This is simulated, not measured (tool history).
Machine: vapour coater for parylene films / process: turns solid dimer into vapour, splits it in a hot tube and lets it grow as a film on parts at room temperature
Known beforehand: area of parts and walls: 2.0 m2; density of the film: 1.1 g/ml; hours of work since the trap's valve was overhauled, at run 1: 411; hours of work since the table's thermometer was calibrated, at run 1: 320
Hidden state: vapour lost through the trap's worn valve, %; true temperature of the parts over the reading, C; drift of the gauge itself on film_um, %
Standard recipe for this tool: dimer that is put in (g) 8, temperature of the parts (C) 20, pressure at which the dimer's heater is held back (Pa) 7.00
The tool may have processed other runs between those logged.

run     day  dimer that is put in (g)  temperature of the parts (C)  pressure at which the dimer's heater is held back (Pa)  hours of work since the trap's valve was overhauled  hours of work since the table's thermometer was calibrated  thickness of the film (µm)
  1   0.000                         8                            20                                                    7.00                                                  411                                                         320                        2.21
      2.904  -- trap's valve overhauled
  2   2.921                         7                            20                                                    7.00                                                    0                                                         373                        2.19
  3   6.142                         7                            20                                                    7.00                                                   62                                                         435                        2.11
  4   8.883                         8                            20                                                    8.72                                                  115                                                         488                        2.27
  5  11.612                         8                            20                                                    7.00                                                  168                                                         540                        2.33
  6  13.725                         8                            20                                                    7.78                                                  208                                                         581                        2.21
  7  15.725                         8                            20                                                    7.78                                                  247                                                         620                        2.26
  8  17.708                         8                            20                                                    7.78                                                  285                                                         658                        2.18
  9  20.512                         8                            20                                                    7.78                                                  339                                                         712                        2.09
 10  23.342                         5                            20                                                    4.71                                                  394                                                         766                        1.51
 11  26.112                         5                            30                                                    2.79                                                  447                                                         820                        1.02

Forecast run 12:
     27.054  -- trap's valve overhauled
 12  28.612                         8                            13                                                    5.99                                                   30                                                         864                           ?

thickness of the film (µm): 3.32
With no hidden state in the tool, this same run would have given thickness of the film (µm) 3.53.

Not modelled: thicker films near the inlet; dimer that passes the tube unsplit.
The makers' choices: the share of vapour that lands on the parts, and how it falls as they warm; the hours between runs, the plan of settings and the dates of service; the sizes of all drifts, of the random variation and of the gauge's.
